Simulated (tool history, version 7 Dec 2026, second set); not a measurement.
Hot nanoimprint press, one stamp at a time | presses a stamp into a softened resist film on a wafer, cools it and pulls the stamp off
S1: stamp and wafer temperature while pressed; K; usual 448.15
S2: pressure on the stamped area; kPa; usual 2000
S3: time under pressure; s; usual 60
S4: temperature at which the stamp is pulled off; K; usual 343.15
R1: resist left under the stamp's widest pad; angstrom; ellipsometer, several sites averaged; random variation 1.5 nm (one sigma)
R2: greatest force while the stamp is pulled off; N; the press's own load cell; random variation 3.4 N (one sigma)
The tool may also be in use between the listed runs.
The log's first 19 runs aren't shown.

run	hour	S1	S2	S3	S4	R1	R2
20	349.7	445.15	1640	60	343.15	2775	238
21	373.6	448.15	2000	80	345.15	1986	228
22	397.4	448.15	1500	87	329.15	2212	311
23	409.9	448.15	1500	114	333.15	1997	295
24	424.8	446.15	1500	114	333.15	2214	307
25	438.4	443.15	1680	114	333.15	2422	322
26	455.7	438.15	2050	60	343.15	3393	261
27	471.4	444.15	2060	60	343.15	2632	270
28	488.1	439.15	2000	60	343.15	3281	277
29	504.6	437.15	1310	56	348.15	3997	246
30	521.0	456.15	2000	72	344.15	1371	274

3 ways to go on from here, each from the tool as it stands after run 30. What would each give?
# hour 541.3: stamp cleaned and given a new release coat
A	541.3	448.15	2000	30	342.15	?	?
# hour 541.3: stamp cleaned and given a new release coat
B	541.3	445.15	2000	76	344.15	?	?
# hour 541.3: stamp cleaned and given a new release coat
C	541.3	448.15	2000	60	338.15	?	?

run	R1	R2
A	2719	160
B	2309	154
C	2162	167
Without the tool's hidden state the same runs would have given:
run	R1	R2
A	2844	164
B	2433	158
C	2276	171
